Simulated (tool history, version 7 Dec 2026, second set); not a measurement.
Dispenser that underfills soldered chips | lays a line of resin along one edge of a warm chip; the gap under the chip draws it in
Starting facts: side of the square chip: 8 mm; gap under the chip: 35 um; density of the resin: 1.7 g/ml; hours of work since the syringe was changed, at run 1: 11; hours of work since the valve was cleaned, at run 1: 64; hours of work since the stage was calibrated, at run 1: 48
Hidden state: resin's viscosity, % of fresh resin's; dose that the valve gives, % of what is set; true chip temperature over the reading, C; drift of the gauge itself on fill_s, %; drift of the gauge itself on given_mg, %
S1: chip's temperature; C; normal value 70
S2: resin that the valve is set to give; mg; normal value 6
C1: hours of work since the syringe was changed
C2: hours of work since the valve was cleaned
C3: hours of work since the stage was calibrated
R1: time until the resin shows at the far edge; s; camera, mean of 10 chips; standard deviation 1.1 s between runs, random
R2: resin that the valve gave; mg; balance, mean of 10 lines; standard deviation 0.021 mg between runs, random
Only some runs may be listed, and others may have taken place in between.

run,day,S1,S2,C1,C2,C3,R1,R2
1,0,70,6,11,64,48,278,5.65
# day 0.033: new syringe of resin
2,0.221,70,6,3,68,52,142.5,5.63
3,0.5,70,6,8,73,57,222.6,5.64
# day 0.679: new syringe of resin
4,0.758,73,6,1,77,61,104.1,5.61
5,1.05,73,6,7,82,66,168,5.57
# day 1.325: dispensing valve cleaned and set on the balance
# day 1.358: new syringe of resin
6,1.375,73,6.92,0,1,71,93.1,6.96
7,1.554,57,6.92,3,4,74,258.2,6.91
8,1.85,57,6.92,9,9,79,416.2,6.88
# day 2.008: new syringe of resin
9,2.062,57,6.92,1,12,83,206,6.85
10,2.275,79,6,5,16,87,105.5,5.96
11,2.558,73,6,10,21,92,217.8,5.91
# day 2.646: new syringe of resin
12,2.8,73,6,3,25,96,119.6,5.9
13,3.038,65,6,7,29,100,252.6,5.86
# day 3.279: new syringe of resin
14,3.358,65,6,1,35,105,150.9,5.82
15,3.496,72,6.46,4,37,108,136.4,6.27
16,3.808,67,6.46,9,43,113,281.7,6.25
# day 3.908: new syringe of resin
17,4.129,81,6.46,4,48,119,91.5,6.19
18,4.271,83,6.61,6,51,121,107.2,6.36
# day 4.542: new syringe of resin
19,4.588,62,5.58,1,56,126,169.5,5.32
20,4.762,62,5.58,4,59,129,225.1,5.32
21,5.038,62,5.58,9,64,134,348.5,5.3
# day 5.171: new syringe of resin
22,5.358,62,5.58,3,69,140,211.4,5.24
23,5.608,62,5.58,8,74,144,317.6,5.23
# day 5.812: new syringe of resin
24,5.871,62,5.58,1,78,148,168.6,5.24
25,6.008,79,7.68,3,81,151,97.1,7.15

For some of the steps in R1 from one run to the next: how much would appear even if the tool had no hidden state, given the settings, what came in and random variation, and how much remains for the hidden state plus any gauge scatter that the measured result and the result without hidden state don't share?
Run 7 -> 8: nothing adjusted, nothing logged. R1 +158 s: hidden state +155.7, all else +2.3.
Run 8 -> 9: new syringe of resin. R1 -210.2 s: hidden state -207.7, all else -2.5.
Run 16 -> 17: S1 67 -> 81, new syringe of resin. R1 -190.2 s: hidden state -136.2, all else -54.
